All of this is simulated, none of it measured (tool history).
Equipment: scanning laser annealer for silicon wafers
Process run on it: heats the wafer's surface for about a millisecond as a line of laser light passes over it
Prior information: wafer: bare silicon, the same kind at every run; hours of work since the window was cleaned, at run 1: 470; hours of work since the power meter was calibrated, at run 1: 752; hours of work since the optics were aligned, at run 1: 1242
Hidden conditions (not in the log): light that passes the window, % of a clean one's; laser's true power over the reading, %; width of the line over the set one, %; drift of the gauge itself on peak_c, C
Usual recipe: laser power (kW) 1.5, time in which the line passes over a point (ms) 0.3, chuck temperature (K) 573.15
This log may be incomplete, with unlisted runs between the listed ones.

run    hour  laser power (kW)  time in which the line passes over a point (ms)  chuck temperature (K)  hours of work since the window was cleaned  hours of work since the power meter was calibrated  hours of work since the optics were aligned  highest temperature of the surface (K)
  1       0               1.5                                              0.3                 573.15                                         470                                                 752                                         1242                                 1381.15
  2      23               1.5                                            0.277                 573.15                                         480                                                 761                                         1252                                 1346.15
  3    62.8               1.5                                              0.3                 573.15                                         497                                                 779                                         1270                                 1378.15
  4    82.3               1.5                                              0.3                 573.15                                         506                                                 787                                         1278                                 1378.15
  5     114               1.5                                              0.3                 573.15                                         520                                                 801                                         1292                                 1375.15
  6   150.3               1.5                                              0.3                 573.15                                         535                                                 817                                         1308                                 1376.15
  7   174.3               1.5                                              0.3                 573.15                                         546                                                 827                                         1318                                 1374.15
  8   210.4               1.5                                              0.3                 573.15                                         561                                                 843                                         1334                                 1373.15
  9   247.4               1.5                                              0.3                 573.15                                         577                                                 859                                         1350                                 1373.15
 10   271.8               1.5                                              0.3                 573.15                                         588                                                 869                                         1360                                 1370.15
      285.6  -- window over the wafer cleaned
 11   306.5             1.593                                              0.3                 573.15                                           9                                                 883                                         1374                                 1443.15
 12   327.2             1.593                                              0.3                 564.15                                          18                                                 892                                         1383                                 1435.15
 13   352.5             1.593                                              0.3                 564.15                                          29                                                 903                                         1394                                 1436.15
 14   392.6               1.5                                              0.3                 573.15                                          46                                                 921                                         1412                                 1398.15
 15   419.7               1.5                                              0.3                 573.15                                          58                                                 932                                         1423                                 1395.15
 16   443.3               1.5                                              0.3                 573.15                                          68                                                 943                                         1434                                 1399.15
 17   486.4               1.5                                              0.3                 573.15                                          87                                                 961                                         1452                                 1396.15
 18   523.8               1.5                                              0.3                 573.15                                         103                                                 978                                         1468                                 1393.15
 19   553.1               1.5                                            0.291                 573.15                                         116                                                 990                                         1481                                 1380.15
 20   579.5               1.5                                            0.291                 573.15                                         127                                                1002                                         1493                                 1380.15
      585.9  -- laser's power meter calibrated
 21   620.7               1.5                                              0.3                 573.15                                         144                                                  15                                         1509                                 1395.15
 22   641.4             1.621                                            0.335                 571.15                                         153                                                  24                                         1518                                 1502.15
 23     661             1.508                                            0.235                 547.15                                         161                                                  33                                         1527                                 1270.15
 24     682             1.508                                            0.235                 547.15                                         170                                                  42                                         1536                                 1269.15
      716.8  -- laser's power meter calibrated, once more
 25   724.4             1.311                                            0.235                 567.15                                         188                                                   3                                         1553                                 1205.15
 26   750.5             1.311                                            0.235                 567.15                                         199                                                  15                                         1564                                 1203.15
 27   770.4             1.537                                            0.235                 539.15                                         207                                                  23                                         1573                                 1275.15
 28   788.3             1.537                                            0.235                 539.15                                         215                                                  31                                         1580                                 1273.15
 29   809.3             1.537                                            0.235                 539.15                                         224                                                  40                                         1590                                 1274.15
 30   845.4               1.5                                            0.233                 606.15                                         240                                                  56                                         1605                                 1321.15
 31   879.4               1.5                                            0.233                 606.15                                         255                                                  70                                         1620                                 1319.15
 32   899.8               1.5                                            0.233                 606.15                                         263                                                  79                                         1629                                 1320.15
 33   938.2             1.283                                            0.322                 606.15                                         280                                                  96                                         1645                                 1338.15
 34   964.9             1.288                                            0.252                 533.15                                         292                                                 107                                         1657                                 1182.15
 35   991.2              1.41                                            0.311                 533.15                                         303                                                 119                                         1668                                 1313.15
 36  1009.4               1.5                                             0.24                 595.15                                         311                                                 127                                         1676                                 1314.15
 37    1031               1.4                                              0.3                 604.15                                         320                                                 136                                         1686                                 1368.15
 38  1059.2             1.488                                            0.299                 604.15                                         333                                                 148                                         1698                                 1408.15
 39  1100.7             1.552                                              0.3                 568.15                                         351                                                 166                                         1716                                 1403.15
 40  1129.1             1.552                                            0.247                 540.15                                         363                                                 179                                         1728                                 1293.15
 41  1169.1             1.522                                            0.238                 592.15                                         380                                                 196                                         1745                                 1318.15

Below are 4 alternative next runs, each starting from the tool's condition after run 41. Predict each:
  A  1208.3             1.522                                            0.238                 603.15                                         397                                                 213                                         1762                                       ?
  B  1208.3               1.5                                            0.262                 553.15                                         397                                                 213                                         1762                                       ?
  C  1208.3             1.522                                            0.287                 580.15                                         397                                                 213                                         1762                                       ?
  D  1208.3             1.507                                            0.329                 587.15                                         397                                                 213                                         1762                                       ?

run  highest temperature of the surface (K)
  A                                 1327.15
  B                                 1305.15
  C                                 1379.15
  D                                 1439.15
Stripped of hidden state, with their random variation kept, the same runs would have yielded:
run  highest temperature of the surface (K)
  A                                 1352.15
  B                                 1330.15
  C                                 1406.15
  D                                 1468.15
